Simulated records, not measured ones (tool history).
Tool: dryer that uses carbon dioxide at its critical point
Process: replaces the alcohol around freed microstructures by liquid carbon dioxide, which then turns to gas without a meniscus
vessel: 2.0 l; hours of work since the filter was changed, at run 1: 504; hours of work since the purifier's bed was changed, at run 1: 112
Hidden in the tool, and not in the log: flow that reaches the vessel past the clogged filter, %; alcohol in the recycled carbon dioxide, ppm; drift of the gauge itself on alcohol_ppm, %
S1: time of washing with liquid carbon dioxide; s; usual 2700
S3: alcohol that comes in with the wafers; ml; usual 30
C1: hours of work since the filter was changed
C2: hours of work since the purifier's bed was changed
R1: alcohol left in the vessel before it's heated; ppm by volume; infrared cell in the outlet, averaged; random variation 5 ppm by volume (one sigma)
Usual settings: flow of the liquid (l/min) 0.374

Run 1, hour 0: usual settings; C1 504; C2 112. Result: R1 103 ppm by volume.
Run 2, hour 9.9: usual settings but S3 83 ml; C1 508; C2 117. Result: R1 262 ppm by volume.
Run 3, hour 17.4: usual settings; C1 512; C2 121. Result: R1 110 ppm by volume.
Run 4, hour 28.7: usual settings; C1 518; C2 126. Result: R1 113 ppm by volume.
Run 5, hour 41.8: usual settings; C1 524; C2 133. Result: R1 118 ppm by volume.
Run 6, hour 50.3: usual settings but flow of the liquid (l/min) 0.226; C1 528; C2 137. Result: R1 714 ppm by volume.
At hour 59.8: inlet filter changed.
Run 7, hour 61: usual settings but flow of the liquid (l/min) 0.226; C1 1; C2 142. Result: R1 365 ppm by volume.
Run 8, hour 70.5: usual settings but flow of the liquid (l/min) 0.226; C1 5; C2 146. Result: R1 384 ppm by volume.
Run 9, hour 80.8: usual settings; C1 10; C2 151. Result: R1 56 ppm by volume.
Run 10, hour 95.5: usual settings; C1 17; C2 159. Result: R1 55 ppm by volume.
Run 11, hour 101.5: usual settings but S1 2100 s; C1 20; C2 162. Result: R1 144 ppm by volume.
Run 12, hour 108.5: usual settings but S1 2100 s; C1 24; C2 165. Result: R1 154 ppm by volume.
Run 13, hour 119.5: usual settings but S1 2100 s; C1 29; C2 170. Result: R1 142 ppm by volume.
Run 14, hour 128.3: usual settings but flow of the liquid (l/min) 0.269; C1 34; C2 175. Result: R1 206 ppm by volume.
Run 15, hour 139.6: usual settings but flow of the liquid (l/min) 0.269; C1 39; C2 180. Result: R1 213 ppm by volume.
Run 16, hour 148.5: usual settings but S1 4200 s, flow of the liquid (l/min) 0.269; C1 44; C2 185. Result: R1 42 ppm by volume.
Run 17, hour 160.9: usual settings but S1 4200 s, flow of the liquid (l/min) 0.269; C1 50; C2 191. Result: R1 42 ppm by volume.
Run 18, hour 171.6: usual settings but S1 4200 s, flow of the liquid (l/min) 0.269; C1 55; C2 196. Result: R1 41 ppm by volume.
Run 19, hour 178.5: usual settings but S1 4200 s, flow of the liquid (l/min) 0.328; C1 58; C2 199. Result: R1 39 ppm by volume.
Run 20, hour 189.9: usual settings but S1 4200 s, flow of the liquid (l/min) 0.328; C1 64; C2 205. Result: R1 28 ppm by volume.
Run 21, hour 199.9: usual settings but S1 4200 s, flow of the liquid (l/min) 0.328; C1 69; C2 210. Result: R1 37 ppm by volume.
Run 22, hour 207.7: usual settings but S1 4200 s, flow of the liquid (l/min) 0.328; C1 73; C2 214. Result: R1 38 ppm by volume.
Run 23, hour 221.7: usual settings but S3 87 ml; C1 79; C2 221. Result: R1 130 ppm by volume.

Run 24 comes next. What will it give?
Run 24, hour 234.2: usual settings but S3 87 ml; C1 86; C2 227. Result: R1 ?.

{"run 24": {"R1": 139}}
Without the tool's hidden state the same run would have given R1 94 ppm by volume.

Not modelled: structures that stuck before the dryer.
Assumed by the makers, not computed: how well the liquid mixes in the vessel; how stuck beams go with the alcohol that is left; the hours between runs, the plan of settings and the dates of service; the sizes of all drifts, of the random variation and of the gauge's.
